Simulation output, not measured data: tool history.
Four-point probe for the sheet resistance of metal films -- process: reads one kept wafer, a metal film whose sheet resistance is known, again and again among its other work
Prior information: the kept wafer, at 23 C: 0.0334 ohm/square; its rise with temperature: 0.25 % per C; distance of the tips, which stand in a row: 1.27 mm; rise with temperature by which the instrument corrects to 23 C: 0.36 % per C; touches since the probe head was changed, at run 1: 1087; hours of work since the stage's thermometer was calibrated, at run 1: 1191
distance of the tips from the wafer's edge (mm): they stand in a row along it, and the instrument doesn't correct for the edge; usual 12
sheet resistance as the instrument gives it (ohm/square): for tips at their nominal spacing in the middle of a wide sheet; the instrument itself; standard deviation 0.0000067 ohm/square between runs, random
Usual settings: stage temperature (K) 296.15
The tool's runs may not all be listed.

| run | hour | stage temperature (K) | distance of the tips from the wafer's edge (mm) | touches since the probe head was changed | hours of work since the stage's thermometer was calibrated | sheet resistance as the instrument gives it (ohm/square) |
|---|---|---|---|---|---|---|
| 1 | 0.0 | 296.15 | 12 | 1087 | 1191 | 0.033596 |
| 2 | 37.5 | 296.15 | 12 | 1529 | 1209 | 0.033606 |
| 3 | 76.0 | 296.15 | 12 | 1981 | 1228 | 0.033598 |
| 4 | 105.7 | 296.15 | 12 | 2330 | 1242 | 0.033596 |
| 5 | 127.4 | 296.15 | 44 | 2586 | 1253 | 0.033409 |
| 6 | 160.5 | 296.15 | 44 | 2974 | 1269 | 0.033419 |
| 7 | 191.2 | 296.15 | 44 | 3336 | 1284 | 0.033414 |
| 8 | 219.9 | 296.15 | 44 | 3673 | 1298 | 0.033419 |
| 9 | 251.1 | 296.15 | 12 | 4039 | 1313 | 0.033597 |
| 10 | 273.0 | 296.15 | 3 | 4297 | 1324 | 0.036314 |
| 11 | 294.9 | 296.15 | 12 | 4554 | 1334 | 0.033601 |
| 12 | 321.0 | 296.15 | 12 | 4861 | 1347 | 0.033598 |
| 13 | 341.6 | 296.15 | 12 | 5104 | 1357 | 0.033615 |
| 14 | 366.8 | 296.15 | 12 | 5400 | 1369 | 0.033607 |
| 15 | 387.8 | 296.15 | 12 | 5647 | 1380 | 0.033615 |
| 16 | 433.3 | 296.15 | 12 | 6182 | 1402 | 0.033603 |
| 17 | 459.1 | 296.15 | 12 | 6485 | 1414 | 0.033614 |
| 18 | 485.3 | 301.15 | 12 | 6793 | 1427 | 0.033412 |
| 19 | 514.9 | 296.15 | 12 | 7142 | 1442 | 0.033591 |
| 20 | 546.5 | 296.15 | 12 | 7512 | 1457 | 0.033600 |
| 21 | 581.3 | 296.15 | 12 | 7922 | 1474 | 0.033611 |
| 22 | 627.7 | 296.15 | 12 | 8467 | 1497 | 0.033601 |
| 23 | 663.4 | 297.15 | 12 | 8887 | 1514 | 0.033553 |
| 24 | 700.7 | 306.15 | 74 | 9326 | 1532 | 0.033045 |
| 25 | 734.4 | 297.15 | 15 | 9722 | 1549 | 0.033494 |
| 26 | 776.5 | 302.15 | 7 | 10217 | 1569 | 0.033761 |
| 27 | 800.7 | 298.15 | 3 | 10501 | 1581 | 0.036244 |
| 28 | 845.0 | 298.15 | 3 | 11022 | 1602 | 0.036238 |
| 29 | 874.0 | 298.15 | 3 | 11363 | 1617 | 0.036244 |
| 30 | 897.2 | 298.15 | 3 | 11636 | 1628 | 0.036220 |
| 31 | 930.8 | 298.15 | 3 | 12031 | 1644 | 0.036242 |
| 32 | 958.0 | 296.15 | 51 | 12350 | 1657 | 0.033425 |
| 33 | 995.0 | 292.15 | 12 | 12785 | 1675 | 0.033761 |
|  | 999.7 | stage's thermometer calibrated |
| 34 | 1017.2 | 305.15 | 15 | 13040 | 9 | 0.033194 |
| 35 | 1040.9 | 305.15 | 15 | 13319 | 20 | 0.033191 |
| 36 | 1080.6 | 297.15 | 15 | 13785 | 39 | 0.033504 |
| 37 | 1124.8 | 297.15 | 15 | 14305 | 61 | 0.033499 |
| 38 | 1156.9 | 292.15 | 12 | 14682 | 77 | 0.033760 |
| 39 | 1201.1 | 300.15 | 13 | 15203 | 98 | 0.033417 |
| 40 | 1238.9 | 293.15 | 24 | 15647 | 117 | 0.033559 |
| 41 | 1272.0 | 303.15 | 29 | 16036 | 133 | 0.033172 |
| 42 | 1308.1 | 298.15 | 5 | 16460 | 150 | 0.034450 |
| 43 | 1329.9 | 295.15 | 11 | 16717 | 161 | 0.033677 |

Each row is a separate what-if for the run after 43, all from the same tool condition, not one after another. Results?
| A | 1350.8 | 297.15 | 62 | 16962 | 171 | ? |
| B | 1350.8 | 295.15 | 5 | 16962 | 171 | ? |
| C | 1350.8 | 294.15 | 4 | 16962 | 171 | ? |
| D | 1350.8 | 305.15 | 8 | 16962 | 171 | ? |
| E | 1350.8 | 302.15 | 11 | 16962 | 171 | ? |

| run | sheet resistance as the instrument gives it (ohm/square) |
|---|---|
| A | 0.033376 |
| B | 0.034550 |
| C | 0.035192 |
| D | 0.033518 |
| E | 0.033408 |
With the hidden condition removed and each run's random variation left untouched, the same runs would have given:
| run | sheet resistance as the instrument gives it (ohm/square) |
|---|---|
| A | 0.033375 |
| B | 0.034549 |
| C | 0.035191 |
| D | 0.033517 |
| E | 0.033407 |
